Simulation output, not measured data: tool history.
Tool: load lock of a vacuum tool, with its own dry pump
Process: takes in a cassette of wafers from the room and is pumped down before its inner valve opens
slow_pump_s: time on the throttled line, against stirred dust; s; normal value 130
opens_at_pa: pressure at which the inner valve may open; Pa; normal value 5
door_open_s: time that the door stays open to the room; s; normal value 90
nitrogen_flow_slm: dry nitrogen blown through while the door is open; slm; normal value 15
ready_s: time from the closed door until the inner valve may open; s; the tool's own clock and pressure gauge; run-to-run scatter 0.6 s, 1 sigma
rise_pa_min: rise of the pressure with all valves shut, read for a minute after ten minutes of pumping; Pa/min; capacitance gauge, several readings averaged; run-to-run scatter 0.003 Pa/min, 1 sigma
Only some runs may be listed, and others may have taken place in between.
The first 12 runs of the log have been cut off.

| run | hour | slow_pump_s | opens_at_pa | door_open_s | nitrogen_flow_slm | hours that the pump has run since its overhaul | times that the door has closed on its seal | incoming humidity of the room's air, % | ready_s | rise_pa_min |
|---|---|---|---|---|---|---|---|---|---|---|
| 13 | 1705.6 | 130 | 5 | 90 | 15 | 17104 | 13381 | 44.3 | 221.8 | 0.098 |
| 14 | 1823.1 | 130 | 5 | 90 | 15 | 17222 | 13564 | 45.3 | 219.8 | 0.098 |
| 15 | 1924.6 | 130 | 5 | 90 | 15 | 17323 | 13722 | 48.9 | 220.1 | 0.108 |
| 16 | 2097.7 | 130 | 7 | 90 | 4 | 17496 | 13991 | 46.8 | 215.9 | 0.118 |
| 17 | 2220.7 | 130 | 6 | 29 | 27 | 17619 | 14182 | 44.7 | 218.4 | 0.099 |
| 18 | 2332.7 | 130 | 6 | 71 | 15 | 17731 | 14356 | 46.4 | 218.5 | 0.107 |
| 19 | 2510.9 | 130 | 9 | 71 | 4 | 17909 | 14633 | 45.1 | 212.9 | 0.119 |
| 20 | 2654.1 | 147 | 9 | 31 | 31 | 18053 | 14855 | 43 | 228.3 | 0.101 |
| 21 | 2790.7 | 130 | 8 | 90 | 21 | 18189 | 15068 | 44.4 | 216.1 | 0.11 |
| 22 | 2928.5 | 130 | 8 | 90 | 21 | 18327 | 15282 | 48.3 | 215.7 | 0.116 |
| 23 | 3075.3 | 130 | 8 | 132 | 21 | 18474 | 15510 | 45.8 | 215 | 0.12 |
| 24 | 3244.1 | 130 | 8 | 132 | 21 | 18643 | 15772 | 43.8 | 215.3 | 0.122 |
| 25 | 3430.9 | 130 | 5 | 90 | 15 | 18829 | 16063 | 45.1 | 222.2 | 0.13 |
| 26 | 3588.7 | 130 | 5 | 90 | 15 | 18987 | 16308 | 46.6 | 220.5 | 0.128 |
| 27 | 3727.7 | 130 | 5 | 207 | 28 | 19126 | 16524 | 47 | 222.3 | 0.133 |
| 28 | 3848.1 | 130 | 5 | 207 | 28 | 19247 | 16711 | 43.4 | 220.6 | 0.127 |
| 29 | 3947.5 | 130 | 5 | 207 | 28 | 19346 | 16866 | 46.7 | 222 | 0.13 |
| 30 | 4033.6 | 130 | 5 | 207 | 28 | 19432 | 16999 | 45.6 | 222.4 | 0.126 |

Forecast each of these 3 alternatives for the next run:
| A | 4225.2 | 116 | 5 | 163 | 28 | 19624 | 17297 | 45.3 | ? | ? |
| B | 4225.2 | 170 | 5 | 207 | 28 | 19624 | 17297 | 43 | ? | ? |
| C | 4225.2 | 209 | 8 | 40 | 15 | 19624 | 17297 | 44.6 | ? | ? |

| run | ready_s | rise_pa_min |
|---|---|---|
| A | 210.2 | 0.136 |
| B | 255.7 | 0.134 |
| C | 283.5 | 0.13 |
Had the tool no hidden state, the same runs would have come out as:
| run | ready_s | rise_pa_min |
|---|---|---|
| A | 198.7 | 0.016 |
| B | 245.2 | 0.015 |
| C | 274.6 | 0.012 |

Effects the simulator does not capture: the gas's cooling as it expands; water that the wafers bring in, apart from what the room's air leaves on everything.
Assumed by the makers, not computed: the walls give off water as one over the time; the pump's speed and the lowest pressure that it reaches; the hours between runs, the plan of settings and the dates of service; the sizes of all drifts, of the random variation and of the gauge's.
